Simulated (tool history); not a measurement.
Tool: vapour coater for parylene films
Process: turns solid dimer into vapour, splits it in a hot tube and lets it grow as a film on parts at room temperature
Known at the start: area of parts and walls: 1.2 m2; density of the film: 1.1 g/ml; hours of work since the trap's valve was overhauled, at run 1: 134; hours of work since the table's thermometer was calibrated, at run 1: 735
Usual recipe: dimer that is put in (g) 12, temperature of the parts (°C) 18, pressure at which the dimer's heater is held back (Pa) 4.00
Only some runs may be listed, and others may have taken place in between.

run,day,dimer that is put in (g),temperature of the parts (°C),pressure at which the dimer's heater is held back (Pa),hours of work since the trap's valve was overhauled,hours of work since the table's thermometer was calibrated,thickness of the film (µm)
1,0.000,12,18,4.00,134,735,5.76
2,1.288,12,18,4.00,157,759,5.75
3,1.942,14,18,4.00,169,770,6.57
4,2.696,14,18,7.99,183,784,5.63
5,3.512,12,18,7.43,197,798,4.91
6,4.225,12,11,4.00,210,811,7.57
7,5.017,12,18,4.02,224,825,5.61
8,6.279,12,18,8.12,247,848,4.85
9,7.529,12,18,8.12,269,870,4.75
10,8.208,12,18,8.12,281,882,4.72
11,9.033,12,18,4.00,296,897,5.55
12,9.979,14,18,4.00,313,914,6.46
13,10.829,12,18,4.00,328,929,5.45
14,11.779,12,18,4.00,345,946,5.52
15,12.367,12,18,8.56,356,957,4.65
16,12.933,12,18,8.56,366,967,4.69
17,14.017,12,18,8.56,386,987,4.68
18,14.738,12,13,4.00,398,999,6.69
19,15.479,12,18,3.80,412,1013,5.55
20,16.417,12,18,3.80,429,1030,5.52
21,17.350,12,23,4.00,445,1046,4.42
22,18.304,12,23,4.00,462,1063,4.36
23,19.400,12,18,4.00,482,1083,5.39
24,20.696,12,17,2.24,505,1106,6.24
25,21.775,12,22,3.95,525,1126,4.59
26,22.408,12,22,3.95,536,1137,4.53
27,23.700,6,22,4.58,559,1160,2.19
28,24.412,6,22,4.54,572,1173,2.19
29,25.267,6,22,4.54,587,1188,2.18
30,26.379,6,24,4.54,607,1208,1.99
31,26.983,6,13,5.13,618,1219,3.05
# day 27.683: trap's valve overhauled
32,28.471,17,18,4.00,14,1243,8.22
33,29.442,10,12,4.00,31,1260,6.11
34,30.338,20,12,4.00,48,1276,12.10
# day 30.600: table's thermometer calibrated
35,31.158,8,14,5.95,61,10,4.19
36,32.329,8,14,5.95,82,31,4.22
37,33.296,8,14,5.95,100,48,4.17
38,34.021,8,14,4.48,113,61,4.49
39,34.712,8,14,8.02,125,74,3.84
40,35.604,5,18,4.00,141,90,2.42
41,36.933,6,18,4.97,165,114,2.71
42,38.004,12,28,4.69,184,133,3.66
43,39.067,16,13,6.74,203,152,8.41
44,39.833,15,19,8.35,217,165,5.86

Run 45 comes next. What will it give?
45,40.483,22,18,2.63,229,177,?

Run 45 came out at thickness of the film (µm) 11.34.
With the hidden condition absent and the run-to-run variation left alone, this run would have shown thickness of the film (µm) 11.80.
